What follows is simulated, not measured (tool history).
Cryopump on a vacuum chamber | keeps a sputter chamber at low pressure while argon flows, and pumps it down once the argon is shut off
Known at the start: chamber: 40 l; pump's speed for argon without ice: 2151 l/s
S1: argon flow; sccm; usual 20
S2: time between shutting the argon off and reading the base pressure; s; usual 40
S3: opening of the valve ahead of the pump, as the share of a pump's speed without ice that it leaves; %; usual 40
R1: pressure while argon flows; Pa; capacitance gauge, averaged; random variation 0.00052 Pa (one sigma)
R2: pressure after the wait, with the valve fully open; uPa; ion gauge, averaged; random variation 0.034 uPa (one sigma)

{"run": 1, "hour": 0.0, "S1": 20, "S2": 40, "S3": 40, "R1": 0.042, "R2": 2.34}
{"run": 2, "hour": 44.7, "S1": 20, "S2": 40, "S3": 40, "R1": 0.0421, "R2": 2.42}
{"run": 3, "hour": 78.1, "S1": 20, "S2": 40, "S3": 40, "R1": 0.0433, "R2": 2.4}
{"run": 4, "hour": 154.1, "S1": 20, "S2": 40, "S3": 40, "R1": 0.0426, "R2": 2.44}
{"hour": 205.3, "done": "pump warmed up, emptied and cooled again"}
{"run": 5, "hour": 211.2, "S1": 20, "S2": 40, "S3": 21, "R1": 0.075, "R2": 2.27}
{"run": 6, "hour": 264.5, "S1": 20, "S2": 40, "S3": 21, "R1": 0.0754, "R2": 2.32}
{"run": 7, "hour": 337.4, "S1": 20, "S2": 40, "S3": 21, "R1": 0.0752, "R2": 2.38}
{"run": 8, "hour": 373.4, "S1": 20, "S2": 40, "S3": 21, "R1": 0.0756, "R2": 2.37}
{"run": 9, "hour": 410.2, "S1": 20, "S2": 40, "S3": 21, "R1": 0.0754, "R2": 2.39}
{"run": 10, "hour": 468.3, "S1": 20, "S2": 40, "S3": 21, "R1": 0.0776, "R2": 2.42}
{"run": 11, "hour": 543.9, "S1": 20, "S2": 40, "S3": 21, "R1": 0.078, "R2": 2.48}
{"run": 12, "hour": 596.8, "S1": 34, "S2": 95, "S3": 40, "R1": 0.0704, "R2": 1.53}
{"run": 13, "hour": 655.6, "S1": 36, "S2": 52, "S3": 40, "R1": 0.0738, "R2": 2.2}

Run 14 comes next. What will it give?
{"run": 14, "hour": 704.6, "S1": 20, "S2": 40, "S3": 19, "R1": "?", "R2": "?"}

Run 14 gave R1 0.0847 Pa, R2 2.55 uPa.
Without the tool's hidden state the same run would have given R1 0.0823 Pa, R2 1.83 uPa.
